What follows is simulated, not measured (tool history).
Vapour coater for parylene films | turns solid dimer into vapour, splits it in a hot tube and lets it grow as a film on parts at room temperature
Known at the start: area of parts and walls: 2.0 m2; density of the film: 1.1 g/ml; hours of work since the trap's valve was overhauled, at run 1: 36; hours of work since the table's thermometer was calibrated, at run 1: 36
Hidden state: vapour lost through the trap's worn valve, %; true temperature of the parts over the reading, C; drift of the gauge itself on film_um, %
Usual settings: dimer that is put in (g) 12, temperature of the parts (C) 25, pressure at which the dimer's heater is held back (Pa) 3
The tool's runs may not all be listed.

run   hour  dimer that is put in (g)  temperature of the parts (C)  pressure at which the dimer's heater is held back (Pa)  hours of work since the trap's valve was overhauled  hours of work since the table's thermometer was calibrated  thickness of the film (um)
  1      0                        12                            25                                                       3                                                   36                                                          36                        3.33
  2   17.1                        12                            25                                                       3                                                   44                                                          44                         3.3
  3   31.5                        12                            25                                                       3                                                   50                                                          50                        3.37
  4   48.2                        12                            25                                                       3                                                   57                                                          57                         3.3
  5   65.4                        12                            25                                                       3                                                   65                                                          65                         3.3
  6   75.2                        12                            25                                                       3                                                   69                                                          69                        3.28
  7   85.4                        12                            25                                                       3                                                   73                                                          73                         3.3
  8  107.4                        12                            25                                                       3                                                   83                                                          83                        3.28
  9  121.6                        12                            25                                                       3                                                   89                                                          89                        3.32
 10  139.7                        12                            36                                                       3                                                   97                                                          97                        2.26
 11  153.6                        12                            25                                                    6.68                                                  103                                                         103                        2.92
 12  170.1                        12                            25                                                    6.68                                                  110                                                         110                        2.96
 13  184.2                         6                            29                                                    2.04                                                  116                                                         116                        1.51
     190.3  -- trap's valve overhauled
 14  207.4                        12                            19                                                    6.16                                                    7                                                         125                        3.57
 15  222.3                        18                            25                                                    6.13                                                   14                                                         131                        4.45
     229.7  -- trap's valve overhauled, once more
 16  240.5                        18                            19                                                    2.73                                                    5                                                         137                        6.18
 17  258.5                         5                            25                                                    9.35                                                   13                                                         145                        1.19
 18  273.1                         6                            25                                                    3.98                                                   19                                                         151                        1.62
 19  288.9                        15                            29                                                    4.48                                                   26                                                         158                        3.45
 20  300.9                        15                            29                                                    4.48                                                   31                                                         163                        3.46
 21  317.9                        13                            23                                                    6.98                                                   38                                                         171                        3.45
 22    340                        12                            20                                                    7.25                                                   48                                                         180                        3.44

Forecast each of these 4 alternatives for the next run:
  A  362.2                         7                            21                                                    7.25                                                   58                                                         190                           ?
  B  362.2                        12                            19                                                    9.03                                                   58                                                         190                           ?
  C  362.2                        12                            25                                                   11.18                                                   58                                                         190                           ?
  D  362.2                        12                            22                                                    7.73                                                   58                                                         190                           ?

run  thickness of the film (um)
  A                        1.94
  B                         3.5
  C                        2.72
  D                        3.18
Without the tool's hidden state the same runs would have given:
run  thickness of the film (um)
  A                        1.95
  B                        3.52
  C                        2.74
  D                         3.2
